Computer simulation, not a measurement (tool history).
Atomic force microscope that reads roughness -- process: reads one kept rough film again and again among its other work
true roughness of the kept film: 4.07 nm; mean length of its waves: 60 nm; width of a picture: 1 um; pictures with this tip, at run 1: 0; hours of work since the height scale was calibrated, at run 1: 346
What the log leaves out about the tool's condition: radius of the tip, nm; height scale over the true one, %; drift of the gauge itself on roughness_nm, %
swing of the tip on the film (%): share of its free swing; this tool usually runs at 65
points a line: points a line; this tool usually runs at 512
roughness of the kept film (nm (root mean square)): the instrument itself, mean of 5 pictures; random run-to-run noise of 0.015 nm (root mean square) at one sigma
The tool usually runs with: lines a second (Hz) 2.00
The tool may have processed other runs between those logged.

run	hour	lines a second (Hz)	swing of the tip on the film (%)	points a line	pictures with this tip	hours of work since the height scale was calibrated	roughness of the kept film (nm (root mean square))
1	0.0	2.00	65	512	0	346	3.702
2	25.2	2.00	65	512	46	360	3.611
3	61.6	2.00	65	512	112	379	3.569
4	77.4	2.00	62	512	141	387	3.604
5	108.0	2.00	62	512	197	403	3.551
# hour 126.4: new tip fitted
6	132.2	2.00	62	512	11	415	3.693
7	165.9	2.00	62	512	72	433	3.648
8	202.9	2.00	62	512	140	452	3.575
9	227.1	2.00	65	512	183	465	3.509
10	247.1	1.17	65	512	220	475	3.613
# hour 254.3: new tip fitted
11	283.1	1.17	65	512	52	494	3.735
12	311.7	2.00	60	512	104	508	3.666
13	342.4	2.00	60	512	160	524	3.632
14	362.6	2.00	60	512	197	535	3.582
# hour 382.2: new tip fitted
15	391.1	2.00	65	258	16	550	3.650
16	423.0	2.00	65	258	74	566	3.605
17	443.1	2.00	65	258	111	577	3.553
18	467.0	2.00	65	444	154	589	3.537
19	489.1	2.00	65	512	194	601	3.524
# hour 508.0: new tip fitted
20	523.9	2.00	65	512	29	619	3.644
21	562.2	2.00	65	512	98	639	3.556
22	596.5	2.00	65	332	161	657	3.523
23	631.0	2.00	65	332	224	674	3.475
# hour 635.0: new tip fitted
24	665.9	2.00	65	332	56	692	3.610
# hour 669.7: height scale calibrated on a step standard
25	685.7	2.00	65	332	90	8	3.599
26	709.0	1.21	65	512	133	20	3.648
27	726.2	1.92	56	801	164	29	3.671
28	744.7	3.69	65	289	198	39	3.286
# hour 749.0: height scale calibrated on a step standard, once more
# hour 764.4: new tip fitted
29	780.5	3.09	89	289	29	16	2.743
30	799.5	1.76	65	432	64	26	3.645
31	824.5	1.76	65	432	109	39	3.650
32	844.8	2.00	77	364	146	50	3.311
33	864.2	2.00	77	364	181	60	3.291
34	889.2	1.49	77	599	227	73	3.392
# hour 892.8: new tip fitted
35	905.9	2.00	77	370	23	81	3.415
36	921.5	2.00	77	370	52	89	3.371
37	945.4	0.73	74	370	95	102	3.713
38	961.9	0.73	74	370	125	110	3.710
39	992.5	3.29	89	572	181	126	2.579
40	1016.2	1.59	77	610	224	139	3.384
# hour 1019.7: new tip fitted
41	1032.7	1.86	77	280	23	147	3.448
42	1055.0	1.90	57	883	64	159	3.754
43	1081.0	0.54	65	512	111	172	3.805
44	1112.0	1.31	65	258	167	188	3.619
45	1141.4	0.56	77	258	221	204	3.612
# hour 1146.9: new tip fitted
46	1174.3	1.13	84	875	50	221	3.503
47	1205.4	1.13	84	787	107	237	3.430
48	1226.0	2.79	73	512	144	248	3.272
49	1245.1	2.00	74	356	179	258	3.365

Across each entry between runs, compare the hidden state at the last listed run before it with the hidden state at the first listed run after it:
Runs 5 to 6: new tip fitted (hour 126.4)
  radius of the tip, nm: 15.5 -> 6; height scale over the true one, %: -0.31 -> -0.32
  measured result minus the result with no hidden state, roughness of the kept film (nm (root mean square)): -0.174 -> -0.028
Runs 10 to 11: new tip fitted (hour 254.3)
  radius of the tip, nm: 16.6 -> 7.8; height scale over the true one, %: -0.35 -> -0.37
  measured result minus the result with no hidden state, roughness of the kept film (nm (root mean square)): -0.196 -> -0.060
Runs 14 to 15: new tip fitted (hour 382.2)
  radius of the tip, nm: 14.7 -> 6; height scale over the true one, %: -0.39 -> -0.4
  measured result minus the result with no hidden state, roughness of the kept film (nm (root mean square)): -0.166 -> -0.030
Runs 19 to 20: new tip fitted (hour 508.0)
  radius of the tip, nm: 14.9 -> 6.9; height scale over the true one, %: -0.42 -> -0.43
  measured result minus the result with no hidden state, roughness of the kept film (nm (root mean square)): -0.167 -> -0.047
Runs 23 to 24: new tip fitted (hour 635.0)
  radius of the tip, nm: 16.7 -> 8.1; height scale over the true one, %: -0.46 -> -0.48
  measured result minus the result with no hidden state, roughness of the kept film (nm (root mean square)): -0.195 -> -0.065
Runs 24 to 25: height scale calibrated on a step standard (hour 669.7)
  radius of the tip, nm: 8.1 -> 9.6; height scale over the true one, %: -0.48 -> -0.65
  measured result minus the result with no hidden state, roughness of the kept film (nm (root mean square)): -0.065 -> -0.097
Runs 28 to 29: height scale calibrated on a step standard, once more (hour 749.0); new tip fitted (hour 764.4)
  radius of the tip, nm: 14.9 -> 6.6; height scale over the true one, %: -0.67 -> 0.06
  measured result minus the result with no hidden state, roughness of the kept film (nm (root mean square)): -0.165 -> -0.018
Runs 34 to 35: new tip fitted (hour 892.8)
  radius of the tip, nm: 16.6 -> 6.3
  measured result minus the result with no hidden state, roughness of the kept film (nm (root mean square)): -0.172 -> -0.019
Runs 40 to 41: new tip fitted (hour 1019.7)
  radius of the tip, nm: 16 -> 6.4; height scale over the true one, %: -0.01 -> -0.02
  measured result minus the result with no hidden state, roughness of the kept film (nm (root mean square)): -0.163 -> -0.021
Runs 45 to 46: new tip fitted (hour 1146.9)
  radius of the tip, nm: 16.3 -> 7.5; height scale over the true one, %: -0.05 -> -0.06
  measured result minus the result with no hidden state, roughness of the kept film (nm (root mean square)): -0.181 -> -0.040
